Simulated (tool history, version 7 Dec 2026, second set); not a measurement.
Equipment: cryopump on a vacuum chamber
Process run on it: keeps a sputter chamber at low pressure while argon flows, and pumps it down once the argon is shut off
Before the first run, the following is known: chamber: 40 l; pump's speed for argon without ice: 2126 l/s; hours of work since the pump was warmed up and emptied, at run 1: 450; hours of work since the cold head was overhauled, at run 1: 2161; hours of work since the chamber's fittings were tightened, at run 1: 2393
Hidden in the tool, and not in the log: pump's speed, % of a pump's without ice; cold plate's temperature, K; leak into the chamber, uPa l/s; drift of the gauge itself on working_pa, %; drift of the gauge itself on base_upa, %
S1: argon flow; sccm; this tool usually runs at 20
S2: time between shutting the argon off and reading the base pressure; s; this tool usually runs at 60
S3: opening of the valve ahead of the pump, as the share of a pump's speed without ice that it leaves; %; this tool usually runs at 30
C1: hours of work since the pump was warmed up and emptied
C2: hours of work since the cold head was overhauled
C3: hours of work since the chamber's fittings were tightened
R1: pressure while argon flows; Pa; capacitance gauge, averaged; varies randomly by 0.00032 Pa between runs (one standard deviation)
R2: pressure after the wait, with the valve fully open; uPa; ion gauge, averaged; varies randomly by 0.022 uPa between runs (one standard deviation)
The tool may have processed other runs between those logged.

Run 1, hour 0: usual settings; C1 450; C2 2161; C3 2393. Result: R1 0.0569 Pa, R2 1.45 uPa.
Run 2, hour 67.4: usual settings; C1 494; C2 2205; C3 2437. Result: R1 0.0568 Pa, R2 1.6 uPa.
Run 3, hour 188.7: usual settings but S1 9 sccm; C1 573; C2 2284; C3 2515. Result: R1 0.0257 Pa, R2 1.55 uPa.
Run 4, hour 255.1: usual settings; C1 616; C2 2327; C3 2558. Result: R1 0.0569 Pa, R2 1.61 uPa.
Run 5, hour 336.5: usual settings; C1 669; C2 2379; C3 2611. Result: R1 0.0579 Pa, R2 1.63 uPa.
Run 6, hour 424.9: usual settings but S2 94 s; C1 726; C2 2437; C3 2668. Result: R1 0.0567 Pa, R2 1.49 uPa.
Run 7, hour 550.6: usual settings but S2 94 s; C1 807; C2 2518; C3 2750. Result: R1 0.0585 Pa, R2 1.62 uPa.
At hour 570.9: pump warmed up, emptied and cooled again.
Run 8, hour 659.5: usual settings but S1 30 sccm, S2 94 s; C1 57; C2 2586; C3 2817. Result: R1 0.0807 Pa, R2 1.34 uPa.
Run 9, hour 730.1: usual settings but S1 30 sccm, S2 94 s; C1 103; C2 2632; C3 2863. Result: R1 0.081 Pa, R2 1.39 uPa.
Run 10, hour 797.9: usual settings but S3 48 %; C1 147; C2 2676; C3 2907. Result: R1 0.0344 Pa, R2 1.56 uPa.
Run 11, hour 872.8: usual settings; C1 196; C2 2724; C3 2956. Result: R1 0.0543 Pa, R2 1.61 uPa.
Run 12, hour 976.7: usual settings; C1 263; C2 2792; C3 3023. Result: R1 0.055 Pa, R2 1.65 uPa.
Run 13, hour 1108.8: usual settings; C1 349; C2 2877; C3 3109. Result: R1 0.0555 Pa, R2 1.69 uPa.
Run 14, hour 1237.9: usual settings but S2 147 s; C1 433; C2 2961; C3 3193. Result: R1 0.0563 Pa, R2 1.43 uPa.
At hour 1304.2: leaking fittings of the chamber tightened, without venting.
Run 15, hour 1368.9: usual settings but S2 147 s; C1 516; C2 3045; C3 42. Result: R1 0.0572 Pa, R2 0.41 uPa.
Run 16, hour 1432.1: usual settings but S2 147 s; C1 557; C2 3086; C3 83. Result: R1 0.0568 Pa, R2 0.45 uPa.
Run 17, hour 1488.6: usual settings but S2 147 s; C1 594; C2 3122; C3 120. Result: R1 0.0573 Pa, R2 0.4 uPa.
Run 18, hour 1551.2: usual settings but S2 147 s; C1 635; C2 3163; C3 160. Result: R1 0.0579 Pa, R2 0.43 uPa.
Run 19, hour 1627.4: usual settings but S1 30 sccm; C1 684; C2 3212; C3 210. Result: R1 0.0866 Pa, R2 0.8 uPa.
Run 20, hour 1702.2: usual settings but S1 27 sccm, S2 58 s, S3 45 %; C1 733; C2 3261; C3 258. Result: R1 0.0545 Pa, R2 0.83 uPa.
Run 21, hour 1782: usual settings but S1 12 sccm, S2 156 s, S3 48 %; C1 784; C2 3313; C3 310. Result: R1 0.0231 Pa, R2 0.51 uPa.
At hour 1843.2: pump warmed up, emptied and cooled again.
Run 22, hour 1845: usual settings but S1 12 sccm, S2 156 s, S3 48 %; C1 1; C2 3350; C3 348. Result: R1 0.0199 Pa, R2 0.46 uPa.
Run 23, hour 1958.5: usual settings but S1 12 sccm, S2 156 s, S3 48 %; C1 75; C2 3424; C3 421. Result: R1 0.0205 Pa, R2 0.48 uPa.
Run 24, hour 2062.5: usual settings but S1 12 sccm, S2 156 s, S3 48 %; C1 142; C2 3491; C3 489. Result: R1 0.0212 Pa, R2 0.49 uPa.
Run 25, hour 2175.1: usual settings but S1 13 sccm, S2 47 s, S3 59 %; C1 215; C2 3564; C3 562. Result: R1 0.0187 Pa, R2 1 uPa.
Run 26, hour 2289.7: usual settings but S1 13 sccm, S3 46 %; C1 290; C2 3639; C3 636. Result: R1 0.0238 Pa, R2 0.86 uPa.
Run 27, hour 2399.9: usual settings but S1 13 sccm, S3 46 %; C1 361; C2 3710; C3 708. Result: R1 0.0241 Pa, R2 0.91 uPa.
Run 28, hour 2465.2: usual settings but S1 13 sccm, S2 216 s, S3 46 %; C1 404; C2 3753; C3 750. Result: R1 0.0242 Pa, R2 0.53 uPa.
Run 29, hour 2574.1: usual settings but S1 8 sccm, S2 21 s, S3 16 %; C1 474; C2 3823; C3 821. Result: R1 0.0411 Pa, R2 1.89 uPa.
Run 30, hour 2636.2: usual settings but S1 8 sccm, S2 38 s, S3 38 %; C1 514; C2 3864; C3 861. Result: R1 0.0182 Pa, R2 1.33 uPa.
Run 31, hour 2738.9: usual settings but S1 8 sccm, S2 38 s, S3 38 %; C1 581; C2 3930; C3 928. Result: R1 0.019 Pa, R2 1.24 uPa.
Run 32, hour 2871.6: usual settings but S1 8 sccm, S2 38 s, S3 38 %; C1 667; C2 4016; C3 1014. Result: R1 0.0185 Pa, R2 1.38 uPa.
Run 33, hour 2997.5: usual settings but S1 9 sccm, S2 38 s, S3 37 %; C1 749; C2 4098; C3 1095. Result: R1 0.0212 Pa, R2 1.41 uPa.

Here are 4 independent what-if runs from the current tool condition. What would each one return?
Run A, hour 3095.3: usual settings but S1 9 sccm, S2 38 s, S3 46 %; C1 812; C2 4161; C3 1159. Result: R1 ?, R2 ?.
Run B, hour 3095.3: usual settings but S1 27 sccm, S2 36 s, S3 50 %; C1 812; C2 4161; C3 1159. Result: R1 ?, R2 ?.
Run C, hour 3095.3: usual settings but S1 11 sccm, S2 38 s, S3 37 %; C1 812; C2 4161; C3 1159. Result: R1 ?, R2 ?.
Run D, hour 3095.3: usual settings but S1 9 sccm, S2 24 s, S3 24 %; C1 812; C2 4161; C3 1159. Result: R1 ?, R2 ?.

run      R1    R2
  A  0.0177  1.52
  B    0.05  1.49
  C  0.0271  1.39
  D  0.0324  1.98
With the hidden condition removed and each run's random variation left untouched, the same runs would have given:
run      R1    R2
  A  0.0152  1.02
  B  0.0427  1.01
  C  0.0241  0.91
  D  0.0299  1.49

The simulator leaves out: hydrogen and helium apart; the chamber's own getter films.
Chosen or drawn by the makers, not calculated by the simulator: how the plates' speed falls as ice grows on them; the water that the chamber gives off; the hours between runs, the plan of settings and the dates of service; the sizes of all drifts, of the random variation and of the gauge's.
